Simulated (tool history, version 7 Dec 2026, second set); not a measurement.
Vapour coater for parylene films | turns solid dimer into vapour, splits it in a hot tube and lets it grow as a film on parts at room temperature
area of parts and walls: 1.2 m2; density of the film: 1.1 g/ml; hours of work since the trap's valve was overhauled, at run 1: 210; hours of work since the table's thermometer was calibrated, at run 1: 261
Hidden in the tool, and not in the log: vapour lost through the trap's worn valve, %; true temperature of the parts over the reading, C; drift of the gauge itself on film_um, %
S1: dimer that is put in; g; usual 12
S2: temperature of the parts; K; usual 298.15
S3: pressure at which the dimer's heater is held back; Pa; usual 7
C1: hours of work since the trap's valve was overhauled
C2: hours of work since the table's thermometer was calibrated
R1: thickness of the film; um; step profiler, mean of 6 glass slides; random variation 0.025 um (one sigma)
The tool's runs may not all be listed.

| run | hour | S1 | S2 | S3 | C1 | C2 | R1 |
|---|---|---|---|---|---|---|---|
| 1 | 0 | 12 | 298.15 | 7 | 210 | 261 | 6.01 |
| 2 | 56.7 | 12 | 298.15 | 7 | 235 | 286 | 5.95 |
| 3 | 111.8 | 12 | 298.15 | 7 | 260 | 310 | 5.93 |
| 4 | 151.8 | 12 | 298.15 | 7 | 277 | 327 | 5.88 |
| 5 | 208.6 | 12 | 298.15 | 7 | 302 | 352 | 5.87 |
| 6 | 251.3 | 12 | 298.15 | 4.11 | 321 | 371 | 6.03 |
| 7 | 303.9 | 12 | 298.15 | 4.11 | 344 | 394 | 5.97 |
| 8 | 345.4 | 9 | 298.15 | 7 | 362 | 412 | 4.34 |
| 9 | 390.7 | 12 | 298.15 | 7 | 382 | 432 | 5.79 |
|  | 404 | trap's valve overhauled |
| 10 | 439.5 | 12 | 298.15 | 3.47 | 16 | 452 | 6.54 |
| 11 | 498.1 | 12 | 298.15 | 7 | 41 | 478 | 6.25 |
| 12 | 526.7 | 12 | 298.15 | 7 | 54 | 490 | 6.27 |
| 13 | 570.2 | 12 | 298.15 | 7 | 73 | 509 | 6.22 |
| 14 | 609.8 | 12 | 298.15 | 7 | 90 | 527 | 6.23 |
| 15 | 651.3 | 12 | 298.15 | 7 | 109 | 545 | 6.19 |
| 16 | 710.5 | 15 | 298.15 | 7 | 135 | 571 | 7.7 |
| 17 | 743.2 | 15 | 298.15 | 7 | 149 | 585 | 7.67 |
| 18 | 792.1 | 15 | 298.15 | 7 | 170 | 607 | 7.68 |
| 19 | 837.9 | 15 | 298.15 | 7 | 191 | 627 | 7.61 |
| 20 | 870.9 | 12 | 298.15 | 7 | 205 | 641 | 6.05 |
| 21 | 900.4 | 12 | 298.15 | 7 | 218 | 654 | 6.02 |
| 22 | 934.6 | 12 | 298.15 | 7 | 233 | 669 | 6.05 |
| 23 | 977.5 | 12 | 298.15 | 7 | 252 | 688 | 5.97 |
| 24 | 1018.7 | 18 | 298.15 | 7 | 270 | 706 | 8.93 |
| 25 | 1076.4 | 18 | 298.15 | 7 | 295 | 732 | 8.9 |
| 26 | 1107.6 | 12 | 303.15 | 7 | 309 | 745 | 5.4 |
| 27 | 1145.4 | 12 | 303.15 | 7 | 326 | 762 | 5.4 |
| 28 | 1195.4 | 6 | 293.15 | 7 | 348 | 784 | 3.21 |
| 29 | 1223.1 | 6 | 293.15 | 4.34 | 360 | 796 | 3.26 |
| 30 | 1276 | 6 | 293.15 | 4.34 | 383 | 819 | 3.26 |
|  | 1289.1 | trap's valve overhauled |
| 31 | 1316.8 | 6 | 293.15 | 4.34 | 12 | 836 | 3.56 |
| 32 | 1374.1 | 6 | 307.15 | 4.34 | 37 | 861 | 2.75 |
| 33 | 1421.8 | 21 | 298.15 | 8.61 | 58 | 882 | 10.94 |
| 34 | 1475.9 | 7 | 291.15 | 4.69 | 82 | 905 | 4.22 |
| 35 | 1514.6 | 11 | 298.15 | 4.93 | 99 | 922 | 5.82 |
| 36 | 1571.2 | 9 | 298.15 | 2.23 | 124 | 947 | 4.94 |
| 37 | 1600.6 | 16 | 298.15 | 7 | 137 | 960 | 8.21 |
| 38 | 1632.8 | 16 | 298.15 | 7 | 151 | 974 | 8.23 |
| 39 | 1669.5 | 15 | 298.15 | 11.92 | 167 | 990 | 7.53 |
| 40 | 1714.4 | 15 | 309.15 | 3.76 | 187 | 1010 | 6.5 |
| 41 | 1766.9 | 15 | 309.15 | 3.76 | 210 | 1033 | 6.44 |
| 42 | 1826 | 12 | 300.15 | 7 | 236 | 1059 | 5.84 |
| 43 | 1858 | 12 | 292.15 | 2.42 | 250 | 1073 | 7.11 |
| 44 | 1886.1 | 6 | 308.15 | 3.54 | 262 | 1086 | 2.6 |
| 45 | 1914.8 | 15 | 308.15 | 3.19 | 275 | 1098 | 6.56 |

Run 46, settings as shown, results not yet in. Your forecast:
| 46 | 1949.5 | 11 | 300.15 | 3.32 | 290 | 1113 | ? |

Run 46 produced R1 5.51 um.
Had the tool carried no hidden state, the very same run would have given R1 5.85 um.

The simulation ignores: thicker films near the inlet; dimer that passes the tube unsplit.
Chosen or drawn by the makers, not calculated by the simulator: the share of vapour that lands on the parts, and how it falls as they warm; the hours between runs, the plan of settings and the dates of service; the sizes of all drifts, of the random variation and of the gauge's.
